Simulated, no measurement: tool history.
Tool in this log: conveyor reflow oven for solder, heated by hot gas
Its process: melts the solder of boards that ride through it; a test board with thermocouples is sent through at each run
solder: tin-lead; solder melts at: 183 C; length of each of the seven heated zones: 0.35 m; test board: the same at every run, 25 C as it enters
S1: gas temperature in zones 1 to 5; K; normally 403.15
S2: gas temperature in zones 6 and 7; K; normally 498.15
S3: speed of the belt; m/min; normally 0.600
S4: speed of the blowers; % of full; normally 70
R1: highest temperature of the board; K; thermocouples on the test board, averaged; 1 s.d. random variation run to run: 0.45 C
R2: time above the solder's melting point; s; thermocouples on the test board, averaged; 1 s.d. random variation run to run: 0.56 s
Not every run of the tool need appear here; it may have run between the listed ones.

| run | hour | S1 | S2 | S3 | S4 | R1 | R2 |
|---|---|---|---|---|---|---|---|
| 1 | 0.0 | 403.15 | 498.15 | 0.600 | 70 | 480.65 | 42.1 |
| 2 | 36.6 | 403.15 | 498.15 | 0.600 | 70 | 480.05 | 42.9 |
| 3 | 82.2 | 403.15 | 498.15 | 0.600 | 70 | 480.15 | 40.7 |
| 4 | 118.3 | 403.15 | 498.15 | 0.600 | 70 | 480.45 | 41.9 |
| 5 | 149.3 | 403.15 | 498.15 | 0.600 | 70 | 479.95 | 42.1 |
| 6 | 201.6 | 403.15 | 498.15 | 0.697 | 70 | 475.15 | 29.5 |
|  | 217.0 | thermocouples of zones 6 and 7 changed |
| 7 | 272.7 | 403.15 | 498.15 | 0.697 | 70 | 474.35 | 27.0 |
| 8 | 327.7 | 403.15 | 498.15 | 0.600 | 70 | 478.65 | 41.2 |
| 9 | 383.3 | 403.15 | 498.15 | 0.600 | 70 | 478.85 | 40.1 |
| 10 | 448.7 | 403.15 | 498.15 | 0.600 | 70 | 478.55 | 39.2 |
| 11 | 510.7 | 403.15 | 498.15 | 0.600 | 70 | 478.05 | 40.4 |
| 12 | 582.1 | 403.15 | 498.15 | 0.600 | 70 | 478.35 | 38.9 |
|  | 599.8 | flux residue cleaned out of gas plates and filters |
| 13 | 632.2 | 403.15 | 498.15 | 0.600 | 70 | 481.75 | 43.5 |
| 14 | 684.3 | 403.15 | 498.15 | 0.600 | 54 | 477.05 | 37.6 |
| 15 | 738.4 | 403.15 | 498.15 | 0.600 | 54 | 476.55 | 37.4 |
| 16 | 773.1 | 403.15 | 498.15 | 0.600 | 54 | 476.05 | 36.4 |
| 17 | 803.7 | 404.15 | 491.15 | 0.708 | 56 | 465.65 | 18.4 |
| 18 | 870.7 | 404.15 | 491.15 | 0.708 | 56 | 466.35 | 17.7 |
| 19 | 929.3 | 404.15 | 491.15 | 0.708 | 56 | 466.55 | 17.3 |
|  | 936.6 | belt drive overhauled, speed set with a stopwatch |
| 20 | 981.3 | 404.15 | 491.15 | 0.708 | 56 | 465.05 | 17.1 |
| 21 | 1020.4 | 403.15 | 498.15 | 0.705 | 67 | 474.55 | 29.5 |
|  | 1050.6 | belt drive overhauled, speed set with a stopwatch, once more |
| 22 | 1090.4 | 403.15 | 498.15 | 0.705 | 67 | 472.45 | 25.9 |
| 23 | 1157.3 | 403.15 | 498.15 | 0.705 | 67 | 471.95 | 25.1 |
| 24 | 1194.5 | 403.15 | 498.15 | 0.577 | 70 | 479.25 | 40.8 |
| 25 | 1251.4 | 403.15 | 497.15 | 0.500 | 53 | 479.95 | 48.2 |
| 26 | 1307.5 | 403.15 | 495.15 | 0.558 | 70 | 478.35 | 41.0 |
| 27 | 1352.5 | 403.15 | 487.15 | 0.600 | 70 | 469.05 | 26.9 |
|  | 1380.9 | flux residue cleaned out of gas plates and filters |
| 28 | 1411.2 | 403.15 | 498.15 | 0.507 | 70 | 486.85 | 56.6 |

Predict each of these 4 candidate next runs independently; none follows another, all start after run 28:
| A | 1446.2 | 403.15 | 499.15 | 0.505 | 70 | ? | ? |
| B | 1446.2 | 401.15 | 498.15 | 0.484 | 70 | ? | ? |
| C | 1446.2 | 403.15 | 498.15 | 0.507 | 79 | ? | ? |
| D | 1446.2 | 403.15 | 500.15 | 0.507 | 61 | ? | ? |

| run | R1 | R2 |
|---|---|---|
| A | 487.85 | 58.9 |
| B | 487.55 | 60.3 |
| C | 488.05 | 58.8 |
| D | 486.85 | 56.4 |
With no hidden state in the tool, these same runs would have given:
| run | R1 | R2 |
|---|---|---|
| A | 487.25 | 58.0 |
| B | 486.95 | 59.3 |
| C | 487.45 | 57.9 |
| D | 486.15 | 55.4 |

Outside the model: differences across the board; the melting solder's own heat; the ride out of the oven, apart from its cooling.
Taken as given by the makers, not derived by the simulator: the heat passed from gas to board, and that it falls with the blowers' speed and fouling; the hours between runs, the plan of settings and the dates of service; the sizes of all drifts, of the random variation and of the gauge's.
